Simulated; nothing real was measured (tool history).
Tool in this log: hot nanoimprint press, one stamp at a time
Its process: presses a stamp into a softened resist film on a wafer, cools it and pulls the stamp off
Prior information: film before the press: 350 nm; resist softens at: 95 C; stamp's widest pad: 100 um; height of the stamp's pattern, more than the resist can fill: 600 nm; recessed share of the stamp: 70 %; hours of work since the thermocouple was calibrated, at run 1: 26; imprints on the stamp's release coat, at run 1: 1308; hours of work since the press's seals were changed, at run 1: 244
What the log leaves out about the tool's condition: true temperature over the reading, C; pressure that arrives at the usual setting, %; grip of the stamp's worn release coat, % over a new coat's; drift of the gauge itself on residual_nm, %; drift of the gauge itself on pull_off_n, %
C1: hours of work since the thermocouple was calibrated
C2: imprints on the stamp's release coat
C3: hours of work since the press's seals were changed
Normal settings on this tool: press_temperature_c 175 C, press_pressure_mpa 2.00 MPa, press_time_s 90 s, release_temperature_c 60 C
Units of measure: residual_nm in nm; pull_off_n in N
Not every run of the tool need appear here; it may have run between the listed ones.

{"run": 1, "hour": 0.0, "press_temperature_c": 175, "press_pressure_mpa": 2.0, "press_time_s": 90, "release_temperature_c": 60, "C1": 26, "C2": 1308, "C3": 244, "residual_nm": 131.7, "pull_off_n": 191}
{"run": 2, "hour": 24.5, "press_temperature_c": 175, "press_pressure_mpa": 2.0, "press_time_s": 90, "release_temperature_c": 60, "C1": 44, "C2": 1406, "C3": 262, "residual_nm": 132.9, "pull_off_n": 188}
{"run": 3, "hour": 43.7, "press_temperature_c": 175, "press_pressure_mpa": 2.0, "press_time_s": 90, "release_temperature_c": 60, "C1": 58, "C2": 1483, "C3": 277, "residual_nm": 132.8, "pull_off_n": 200}
{"run": 4, "hour": 80.7, "press_temperature_c": 175, "press_pressure_mpa": 2.0, "press_time_s": 90, "release_temperature_c": 60, "C1": 86, "C2": 1631, "C3": 304, "residual_nm": 132.9, "pull_off_n": 205}
{"run": 5, "hour": 109.6, "press_temperature_c": 175, "press_pressure_mpa": 2.0, "press_time_s": 90, "release_temperature_c": 60, "C1": 107, "C2": 1746, "C3": 326, "residual_nm": 131.4, "pull_off_n": 209}
{"run": 6, "hour": 129.7, "press_temperature_c": 175, "press_pressure_mpa": 2.0, "press_time_s": 99, "release_temperature_c": 60, "C1": 122, "C2": 1826, "C3": 341, "residual_nm": 128.2, "pull_off_n": 211}
{"run": 7, "hour": 151.3, "press_temperature_c": 175, "press_pressure_mpa": 2.0, "press_time_s": 99, "release_temperature_c": 60, "C1": 138, "C2": 1912, "C3": 357, "residual_nm": 126.0, "pull_off_n": 211}
{"hour": 180.4, "done": "stamp cleaned and given a new release coat"}
{"run": 8, "hour": 197.6, "press_temperature_c": 175, "press_pressure_mpa": 2.0, "press_time_s": 99, "release_temperature_c": 60, "C1": 168, "C2": 69, "C3": 387, "residual_nm": 128.5, "pull_off_n": 137}
{"run": 9, "hour": 216.3, "press_temperature_c": 175, "press_pressure_mpa": 2.0, "press_time_s": 85, "release_temperature_c": 60, "C1": 182, "C2": 144, "C3": 401, "residual_nm": 135.5, "pull_off_n": 137}
{"run": 10, "hour": 236.9, "press_temperature_c": 175, "press_pressure_mpa": 2.0, "press_time_s": 90, "release_temperature_c": 60, "C1": 197, "C2": 226, "C3": 416, "residual_nm": 132.1, "pull_off_n": 147}
{"run": 11, "hour": 279.5, "press_temperature_c": 175, "press_pressure_mpa": 2.0, "press_time_s": 52, "release_temperature_c": 60, "C1": 229, "C2": 396, "C3": 448, "residual_nm": 162.6, "pull_off_n": 147}

Predict the results of run 12:
{"run": 12, "hour": 308.3, "press_temperature_c": 171, "press_pressure_mpa": 1.64, "press_time_s": 154, "release_temperature_c": 49, "C1": 251, "C2": 511, "C3": 469, "residual_nm": "?", "pull_off_n": "?"}

residual_nm: 133.5 nm
pull_off_n: 181 N
Without the tool's hidden state the same run would have given residual_nm 130.4 nm, pull_off_n 157 N.
